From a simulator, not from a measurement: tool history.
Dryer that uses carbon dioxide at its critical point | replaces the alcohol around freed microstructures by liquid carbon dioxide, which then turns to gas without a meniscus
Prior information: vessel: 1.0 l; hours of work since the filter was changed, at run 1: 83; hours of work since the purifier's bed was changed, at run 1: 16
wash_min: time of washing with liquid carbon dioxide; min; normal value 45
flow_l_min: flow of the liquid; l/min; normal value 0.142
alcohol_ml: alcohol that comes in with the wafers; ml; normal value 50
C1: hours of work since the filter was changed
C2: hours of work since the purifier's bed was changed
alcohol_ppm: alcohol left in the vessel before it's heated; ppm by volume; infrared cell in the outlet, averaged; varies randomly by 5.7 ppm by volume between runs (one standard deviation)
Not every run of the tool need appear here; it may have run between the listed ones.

run 1 day=0.000 | wash_min=45 flow_l_min=0.142 alcohol_ml=50 | C1=83 C2=16 | alcohol_ppm=242
run 2 day=0.254 | wash_min=45 flow_l_min=0.142 alcohol_ml=50 | C1=85 C2=18 | alcohol_ppm=229
run 3 day=0.729 | wash_min=45 flow_l_min=0.142 alcohol_ml=50 | C1=89 C2=22 | alcohol_ppm=243
run 4 day=1.017 | wash_min=45 flow_l_min=0.142 alcohol_ml=50 | C1=91 C2=24 | alcohol_ppm=236
run 5 day=1.462 | wash_min=45 flow_l_min=0.142 alcohol_ml=50 | C1=95 C2=28 | alcohol_ppm=264
run 6 day=1.708 | wash_min=45 flow_l_min=0.166 alcohol_ml=50 | C1=97 C2=30 | alcohol_ppm=113
run 7 day=2.212 | wash_min=45 flow_l_min=0.166 alcohol_ml=40 | C1=101 C2=34 | alcohol_ppm=86
run 8 day=2.538 | wash_min=45 flow_l_min=0.166 alcohol_ml=40 | C1=103 C2=36 | alcohol_ppm=93
run 9 day=3.046 | wash_min=45 flow_l_min=0.192 alcohol_ml=50 | C1=107 C2=40 | alcohol_ppm=55
run 10 day=3.325 | wash_min=45 flow_l_min=0.192 alcohol_ml=50 | C1=109 C2=42 | alcohol_ppm=52
run 11 day=3.662 | wash_min=45 flow_l_min=0.192 alcohol_ml=50 | C1=112 C2=45 | alcohol_ppm=57
run 12 day=3.942 | wash_min=45 flow_l_min=0.142 alcohol_ml=50 | C1=114 C2=47 | alcohol_ppm=271
run 13 day=4.333 | wash_min=45 flow_l_min=0.142 alcohol_ml=50 | C1=117 C2=50 | alcohol_ppm=275
run 14 day=4.858 | wash_min=45 flow_l_min=0.135 alcohol_ml=50 | C1=121 C2=54 | alcohol_ppm=363
run 15 day=5.421 | wash_min=45 flow_l_min=0.142 alcohol_ml=50 | C1=125 C2=58 | alcohol_ppm=284
run 16 day=5.725 | wash_min=45 flow_l_min=0.142 alcohol_ml=50 | C1=128 C2=61 | alcohol_ppm=279
run 17 day=6.121 | wash_min=71 flow_l_min=0.142 alcohol_ml=50 | C1=131 C2=64 | alcohol_ppm=36
run 18 day=6.562 | wash_min=45 flow_l_min=0.161 alcohol_ml=50 | C1=134 C2=67 | alcohol_ppm=161
run 19 day=7.092 | wash_min=45 flow_l_min=0.142 alcohol_ml=23 | C1=138 C2=71 | alcohol_ppm=149
run 20 day=7.675 | wash_min=45 flow_l_min=0.241 alcohol_ml=23 | C1=143 C2=76 | alcohol_ppm=26
run 21 day=8.112 | wash_min=33 flow_l_min=0.142 alcohol_ml=50 | C1=146 C2=79 | alcohol_ppm=1172
run 22 day=8.462 | wash_min=45 flow_l_min=0.142 alcohol_ml=50 | C1=149 C2=82 | alcohol_ppm=305
run 23 day=8.950 | wash_min=45 flow_l_min=0.142 alcohol_ml=50 | C1=153 C2=86 | alcohol_ppm=314
run 24 day=9.325 | wash_min=61 flow_l_min=0.216 alcohol_ml=50 | C1=155 C2=88 | alcohol_ppm=30
run 25 day=9.896 | wash_min=61 flow_l_min=0.142 alcohol_ml=50 | C1=160 C2=93 | alcohol_ppm=74
run 26 day=10.367 | wash_min=32 flow_l_min=0.142 alcohol_ml=50 | C1=164 C2=97 | alcohol_ppm=1311
run 27 day=10.904 | wash_min=66 flow_l_min=0.145 alcohol_ml=21 | C1=168 C2=101 | alcohol_ppm=39
run 28 day=11.429 | wash_min=49 flow_l_min=0.142 alcohol_ml=26 | C1=172 C2=105 | alcohol_ppm=138
run 29 day=11.667 | wash_min=53 flow_l_min=0.195 alcohol_ml=30 | C1=174 C2=107 | alcohol_ppm=32
run 30 day=12.150 | wash_min=53 flow_l_min=0.195 alcohol_ml=30 | C1=177 C2=110 | alcohol_ppm=38
run 31 day=12.667 | wash_min=53 flow_l_min=0.195 alcohol_ml=30 | C1=181 C2=114 | alcohol_ppm=44
run 32 day=13.029 | wash_min=45 flow_l_min=0.189 alcohol_ml=50 | C1=184 C2=117 | alcohol_ppm=103
run 33 day=13.575 | wash_min=27 flow_l_min=0.176 alcohol_ml=50 | C1=188 C2=121 | alcohol_ppm=1174
run 34 day=14.167 | wash_min=27 flow_l_min=0.176 alcohol_ml=23 | C1=193 C2=126 | alcohol_ppm=556
run 35 day=14.667 | wash_min=27 flow_l_min=0.176 alcohol_ml=23 | C1=197 C2=130 | alcohol_ppm=575
run 36 day=14.942 | wash_min=65 flow_l_min=0.176 alcohol_ml=40 | C1=199 C2=132 | alcohol_ppm=54
run 37 day=15.467 | wash_min=65 flow_l_min=0.176 alcohol_ml=37 | C1=203 C2=136 | alcohol_ppm=37
run 38 day=16.004 | wash_min=28 flow_l_min=0.096 alcohol_ml=50 | C1=207 C2=140 | alcohol_ppm=6397
run 39 day=16.588 | wash_min=41 flow_l_min=0.114 alcohol_ml=20 | C1=212 C2=145 | alcohol_ppm=602
run 40 day=17.167 | wash_min=70 flow_l_min=0.118 alcohol_ml=83 | C1=216 C2=149 | alcohol_ppm=185
run 41 day=17.558 | wash_min=54 flow_l_min=0.193 alcohol_ml=43 | C1=219 C2=152 | alcohol_ppm=57
run 42 day=18.071 | wash_min=45 flow_l_min=0.147 alcohol_ml=50 | C1=223 C2=156 | alcohol_ppm=361
run 43 day=18.629 | wash_min=45 flow_l_min=0.096 alcohol_ml=35 | C1=227 C2=160 | alcohol_ppm=1382
run 44 day=18.971 | wash_min=36 flow_l_min=0.111 alcohol_ml=82 | C1=230 C2=163 | alcohol_ppm=4084
run 45 day=19.271 | wash_min=36 flow_l_min=0.111 alcohol_ml=82 | C1=232 C2=165 | alcohol_ppm=4081
run 46 day=19.525 | wash_min=45 flow_l_min=0.142 alcohol_ml=114 | C1=234 C2=167 | alcohol_ppm=901

5 ways to go on from here, each from the tool as it stands after run 46. What would each give?
run A day=19.838 | wash_min=45 flow_l_min=0.131 alcohol_ml=50 | C1=237 C2=170 | alcohol_ppm=?
run B day=19.838 | wash_min=69 flow_l_min=0.123 alcohol_ml=102 | C1=237 C2=170 | alcohol_ppm=?
run C day=19.838 | wash_min=45 flow_l_min=0.142 alcohol_ml=60 | C1=237 C2=170 | alcohol_ppm=?
run D day=19.838 | wash_min=35 flow_l_min=0.121 alcohol_ml=101 | C1=237 C2=170 | alcohol_ppm=?
run E day=19.838 | wash_min=65 flow_l_min=0.142 alcohol_ml=50 | C1=237 C2=170 | alcohol_ppm=?

run=A alcohol_ppm=609
run=B alcohol_ppm=213
run=C alcohol_ppm=521
run=D alcohol_ppm=4092
run=E alcohol_ppm=86
Had the tool no hidden state, the same runs would have come out as:
run=A alcohol_ppm=272
run=B alcohol_ppm=60
run=C alcohol_ppm=219
run=D alcohol_ppm=2394
run=E alcohol_ppm=10
